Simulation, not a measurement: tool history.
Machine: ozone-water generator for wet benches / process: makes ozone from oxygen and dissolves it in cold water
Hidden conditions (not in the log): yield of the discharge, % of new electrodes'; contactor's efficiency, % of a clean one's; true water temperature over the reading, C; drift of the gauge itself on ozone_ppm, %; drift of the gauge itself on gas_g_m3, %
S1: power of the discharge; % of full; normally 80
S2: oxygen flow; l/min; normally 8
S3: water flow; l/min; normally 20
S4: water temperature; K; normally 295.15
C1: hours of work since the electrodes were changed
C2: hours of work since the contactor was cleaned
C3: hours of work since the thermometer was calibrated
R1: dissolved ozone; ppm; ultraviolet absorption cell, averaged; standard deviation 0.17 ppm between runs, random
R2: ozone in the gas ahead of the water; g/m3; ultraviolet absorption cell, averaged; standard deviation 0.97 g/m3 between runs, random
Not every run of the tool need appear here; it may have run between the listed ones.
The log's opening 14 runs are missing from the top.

run,hour,S1,S2,S3,S4,C1,C2,C3,R1,R2
15,305.1,68,6.51,20,295.15,538,4414,538,19.1,160.3
16,328.4,68,6.51,20,296.15,556,4432,556,19,159.1
# hour 335.4: contactor cleaned
17,351.7,54,7.27,20,296.15,571,13,571,14.6,121.8
18,383.6,54,7.27,20,296.15,595,37,595,14.7,118.8
19,420.5,96,7.27,29,295.15,624,66,624,19.1,206.8
20,443.9,96,7.27,29,295.15,642,84,642,19.3,205.5
# hour 463.6: contactor cleaned, once more
21,470.8,65,8,20,295.15,660,6,660,18.2,135.9
22,506.6,42,6,20,295.15,687,33,687,12.8,107.7
23,524.4,42,6,20,295.15,701,47,701,12.9,107.6
24,541.2,42,11.89,20,294.15,714,60,714,11.2,70.4
25,565.6,44,8,13,290.15,733,79,733,18,92.8
26,596.5,98,6.59,18,290.15,757,103,757,32.5,223.8
27,624.8,81,10.19,18,292.15,779,125,779,24.1,143.1
28,654,81,10.19,18,292.15,802,147,802,23.8,142.2
29,683.1,59,14.16,29,303.15,824,170,824,9.7,85.6
30,706.4,50,8,29,295.15,842,188,842,11,105.5
31,741.9,50,8,29,295.15,870,215,870,10.9,105.3
32,762.6,84,8,25,295.15,886,231,886,19.9,169.8

Forecast each of these 5 alternatives for the next run:
A,778.4,80,10.96,20,288.15,898,244,898,?,?
B,778.4,84,8,25,298.15,898,244,898,?,?
C,778.4,84,8,19,295.15,898,244,898,?,?
D,778.4,80,8,21,295.15,898,244,898,?,?
E,778.4,80,8,20,292.15,898,244,898,?,?

run,R1,R2
A,23.4,133.3
B,18.6,170.8
C,23.3,171.6
D,21.1,161.9
E,23.3,162.8
With no hidden state in the tool, these same runs would have given:
run,R1,R2
A,23.9,135.2
B,19,173.3
C,23.8,174.1
D,21.5,164.2
E,23.7,165.1

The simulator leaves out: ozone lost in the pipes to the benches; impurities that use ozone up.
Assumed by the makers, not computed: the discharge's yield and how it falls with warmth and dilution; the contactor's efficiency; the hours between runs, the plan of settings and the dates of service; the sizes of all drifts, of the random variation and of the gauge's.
